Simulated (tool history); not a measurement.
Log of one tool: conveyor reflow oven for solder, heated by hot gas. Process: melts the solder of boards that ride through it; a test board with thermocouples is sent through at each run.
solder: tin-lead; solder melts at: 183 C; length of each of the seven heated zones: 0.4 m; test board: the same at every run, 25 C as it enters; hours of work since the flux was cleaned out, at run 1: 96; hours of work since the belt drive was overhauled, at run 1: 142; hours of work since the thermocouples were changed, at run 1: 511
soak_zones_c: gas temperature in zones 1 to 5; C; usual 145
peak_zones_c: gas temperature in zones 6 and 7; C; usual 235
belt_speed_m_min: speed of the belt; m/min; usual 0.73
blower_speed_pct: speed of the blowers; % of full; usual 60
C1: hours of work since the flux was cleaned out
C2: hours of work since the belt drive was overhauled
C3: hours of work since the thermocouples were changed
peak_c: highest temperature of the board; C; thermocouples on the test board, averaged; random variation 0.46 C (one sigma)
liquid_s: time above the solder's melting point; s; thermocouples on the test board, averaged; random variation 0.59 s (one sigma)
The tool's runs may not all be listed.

Run 1, hour 0: usual settings; C1 96; C2 142; C3 511. Result: peak_c 215.8 C, liquid_s 49.1 s.
Run 2, hour 11.2: usual settings; C1 101; C2 148; C3 517. Result: peak_c 215.7 C, liquid_s 51.7 s.
Run 3, hour 23.8: usual settings; C1 108; C2 155; C3 523. Result: peak_c 215.7 C, liquid_s 49 s.
Run 4, hour 36.2: usual settings; C1 114; C2 161; C3 530. Result: peak_c 215.4 C, liquid_s 49.2 s.
Run 5, hour 44.6: usual settings; C1 118; C2 165; C3 534. Result: peak_c 215.7 C, liquid_s 50.8 s.
At hour 49.2: belt drive overhauled, speed set with a stopwatch.
Run 6, hour 56.6: usual settings but soak_zones_c 143 C, blower_speed_pct 71 % of full; C1 122; C2 4; C3 538. Result: peak_c 216.9 C, liquid_s 49.9 s.
Run 7, hour 66.3: usual settings but soak_zones_c 143 C, belt_speed_m_min 0.595 m/min, blower_speed_pct 71 % of full; C1 127; C2 9; C3 543. Result: peak_c 221.8 C, liquid_s 67.4 s.
Run 8, hour 71.9: usual settings but soak_zones_c 143 C, belt_speed_m_min 0.595 m/min, blower_speed_pct 71 % of full; C1 130; C2 12; C3 546. Result: peak_c 222.6 C, liquid_s 67.2 s.

Run 9 comes next. What will it give?
Run 9, hour 84.7: usual settings but soak_zones_c 143 C, belt_speed_m_min 0.659 m/min; C1 137; C2 18; C3 552. Result: peak_c ?, liquid_s ?.

{"run 9": {"peak_c": 219.2, "liquid_s": 57.2}}
Without the tool's hidden state the same run would have given peak_c 221.7 C, liquid_s 58.9 s.
